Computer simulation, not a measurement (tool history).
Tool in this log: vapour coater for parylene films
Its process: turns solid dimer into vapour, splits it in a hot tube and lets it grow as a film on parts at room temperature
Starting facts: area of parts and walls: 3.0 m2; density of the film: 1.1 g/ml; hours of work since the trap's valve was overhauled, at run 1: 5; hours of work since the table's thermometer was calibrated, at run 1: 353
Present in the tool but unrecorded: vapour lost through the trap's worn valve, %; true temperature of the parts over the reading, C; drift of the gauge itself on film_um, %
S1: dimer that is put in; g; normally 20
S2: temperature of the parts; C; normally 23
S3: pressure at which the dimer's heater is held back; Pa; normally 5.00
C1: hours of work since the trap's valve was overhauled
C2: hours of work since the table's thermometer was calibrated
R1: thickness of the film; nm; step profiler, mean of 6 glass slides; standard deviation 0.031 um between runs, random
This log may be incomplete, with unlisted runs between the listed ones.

{"run": 1, "day": 0.0, "S1": 20, "S2": 23, "S3": 5.0, "C1": 5, "C2": 353, "R1": 3900}
{"run": 2, "day": 1.708, "S1": 20, "S2": 23, "S3": 5.0, "C1": 39, "C2": 387, "R1": 3870}
{"run": 3, "day": 3.233, "S1": 20, "S2": 23, "S3": 5.0, "C1": 69, "C2": 417, "R1": 3880}
{"run": 4, "day": 4.929, "S1": 20, "S2": 23, "S3": 5.0, "C1": 103, "C2": 451, "R1": 3840}
{"run": 5, "day": 6.8, "S1": 20, "S2": 23, "S3": 5.0, "C1": 140, "C2": 489, "R1": 3750}
{"run": 6, "day": 8.475, "S1": 20, "S2": 23, "S3": 5.0, "C1": 174, "C2": 522, "R1": 3740}
{"run": 7, "day": 9.883, "S1": 20, "S2": 23, "S3": 5.0, "C1": 202, "C2": 550, "R1": 3770}
{"run": 8, "day": 11.467, "S1": 20, "S2": 23, "S3": 5.0, "C1": 234, "C2": 582, "R1": 3710}
{"day": 12.829, "done": "trap's valve overhauled"}
{"run": 9, "day": 13.167, "S1": 20, "S2": 23, "S3": 5.0, "C1": 7, "C2": 612, "R1": 3880}
{"run": 10, "day": 14.2, "S1": 20, "S2": 23, "S3": 5.0, "C1": 27, "C2": 633, "R1": 3880}
{"run": 11, "day": 16.104, "S1": 20, "S2": 31, "S3": 5.0, "C1": 65, "C2": 671, "R1": 2840}
{"run": 12, "day": 16.929, "S1": 20, "S2": 31, "S3": 5.0, "C1": 82, "C2": 687, "R1": 2860}
{"run": 13, "day": 18.462, "S1": 20, "S2": 31, "S3": 5.0, "C1": 112, "C2": 718, "R1": 2860}
{"day": 18.629, "done": "table's thermometer calibrated"}
{"run": 14, "day": 19.892, "S1": 20, "S2": 31, "S3": 5.0, "C1": 140, "C2": 25, "R1": 2850}
{"run": 15, "day": 20.983, "S1": 20, "S2": 23, "S3": 8.16, "C1": 162, "C2": 47, "R1": 3420}
{"run": 16, "day": 22.304, "S1": 20, "S2": 23, "S3": 8.16, "C1": 188, "C2": 73, "R1": 3350}
{"run": 17, "day": 23.725, "S1": 20, "S2": 23, "S3": 8.16, "C1": 217, "C2": 102, "R1": 3350}
{"day": 24.829, "done": "table's thermometer calibrated, once more"}
{"run": 18, "day": 25.058, "S1": 14, "S2": 23, "S3": 5.0, "C1": 243, "C2": 5, "R1": 2650}
{"day": 25.9, "done": "trap's valve overhauled"}
{"run": 19, "day": 26.371, "S1": 14, "S2": 23, "S3": 5.0, "C1": 9, "C2": 27, "R1": 2770}
{"run": 20, "day": 28.229, "S1": 14, "S2": 23, "S3": 3.97, "C1": 47, "C2": 65, "R1": 2840}
{"run": 21, "day": 30.104, "S1": 14, "S2": 23, "S3": 3.97, "C1": 84, "C2": 102, "R1": 2850}
{"run": 22, "day": 31.575, "S1": 14, "S2": 23, "S3": 3.97, "C1": 113, "C2": 131, "R1": 2810}
{"run": 23, "day": 32.446, "S1": 23, "S2": 29, "S3": 3.38, "C1": 131, "C2": 149, "R1": 3880}
{"run": 24, "day": 33.879, "S1": 26, "S2": 16, "S3": 2.71, "C1": 159, "C2": 177, "R1": 7110}

Run 25, settings as shown, results not yet in. Your forecast:
{"run": 25, "day": 35.088, "S1": 29, "S2": 21, "S3": 5.0, "C1": 183, "C2": 202, "R1": "?"}

R1: 5890 nm
Take away the tool's hidden state, keep the run-to-run variation as it was, and the same run would have given R1 6110 nm.

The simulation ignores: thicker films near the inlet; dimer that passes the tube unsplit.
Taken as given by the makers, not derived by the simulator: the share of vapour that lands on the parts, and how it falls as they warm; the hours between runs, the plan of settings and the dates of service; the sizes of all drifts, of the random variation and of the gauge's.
